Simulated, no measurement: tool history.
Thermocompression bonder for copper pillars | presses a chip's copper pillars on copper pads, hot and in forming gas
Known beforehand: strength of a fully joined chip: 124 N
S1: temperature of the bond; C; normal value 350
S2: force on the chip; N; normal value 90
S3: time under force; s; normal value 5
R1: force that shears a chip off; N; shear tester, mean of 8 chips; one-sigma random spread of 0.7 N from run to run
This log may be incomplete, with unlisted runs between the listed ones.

run 1 hour=0 | S1=350 S2=90 S3=5 | R1=87.8
run 2 hour=49.6 | S1=350 S2=90 S3=5 | R1=88.5
-- hour=93.3 forming gas filter changed
run 3 hour=113.8 | S1=350 S2=90 S3=5 | R1=90.4
run 4 hour=204.1 | S1=350 S2=90 S3=5 | R1=90.2
run 5 hour=287.9 | S1=370 S2=90 S3=5 | R1=102.2
run 6 hour=358 | S1=350 S2=90 S3=9 | R1=100.7
run 7 hour=399.2 | S1=328 S2=90 S3=5 | R1=76.7
run 8 hour=463.4 | S1=339 S2=90 S3=5 | R1=83.2
run 9 hour=556.8 | S1=339 S2=90 S3=5 | R1=84
-- hour=563.2 heater calibrated with a thermocouple chip
run 10 hour=607.8 | S1=339 S2=90 S3=5 | R1=74.1
run 11 hour=684.7 | S1=366 S2=90 S3=5 | R1=92.4
run 12 hour=770.3 | S1=366 S2=90 S3=5 | R1=93.4
-- hour=786.8 forming gas filter changed
-- hour=844.4 force cell calibrated
run 13 hour=846.7 | S1=366 S2=90 S3=5 | R1=94.4
run 14 hour=936.1 | S1=349 S2=78 S3=7 | R1=85.6
run 15 hour=1013.9 | S1=350 S2=127 S3=5 | R1=99.7
run 16 hour=1092.7 | S1=350 S2=127 S3=5 | R1=101.7
-- hour=1135.8 force cell calibrated, once more
run 17 hour=1174.8 | S1=350 S2=66 S3=5 | R1=71.3
run 18 hour=1255.4 | S1=339 S2=68 S3=5 | R1=67.7
run 19 hour=1315.3 | S1=350 S2=90 S3=5 | R1=87.6
run 20 hour=1375.6 | S1=356 S2=103 S3=6 | R1=100.6
run 21 hour=1430.3 | S1=354 S2=91 S3=5 | R1=91
-- hour=1476 forming gas filter changed
run 22 hour=1486.6 | S1=348 S2=90 S3=5 | R1=90.1

For each run, the measured value with the value that run would have given without the tool's hidden condition subtracted. The run-to-run variation is shared by both, the gauge scatter possibly not:
Hidden state present: true temperature of the bond over the reading, C; force that reaches the chip, % of what is set; oxide that the forming gas leaves, % of the face; drift of the gauge itself on shear_n, %.
run=1 R1=+1.3
run=2 R1=+1.3
run=3 R1=+4.3
run=4 R1=+4.4
run=5 R1=+3.2
run=6 R1=+3.4
run=7 R1=+5.7
run=8 R1=+5.2
run=9 R1=+5.4
run=10 R1=-3.9
run=11 R1=-4.2
run=12 R1=-4.2
run=13 R1=-1.3
run=14 R1=-1.1
run=15 R1=-1.3
run=16 R1=-1.4
run=17 R1=+2
run=18 R1=+2.5
run=19 R1=+1.8
run=20 R1=+0.6
run=21 R1=+1.6
run=22 R1=+5.4

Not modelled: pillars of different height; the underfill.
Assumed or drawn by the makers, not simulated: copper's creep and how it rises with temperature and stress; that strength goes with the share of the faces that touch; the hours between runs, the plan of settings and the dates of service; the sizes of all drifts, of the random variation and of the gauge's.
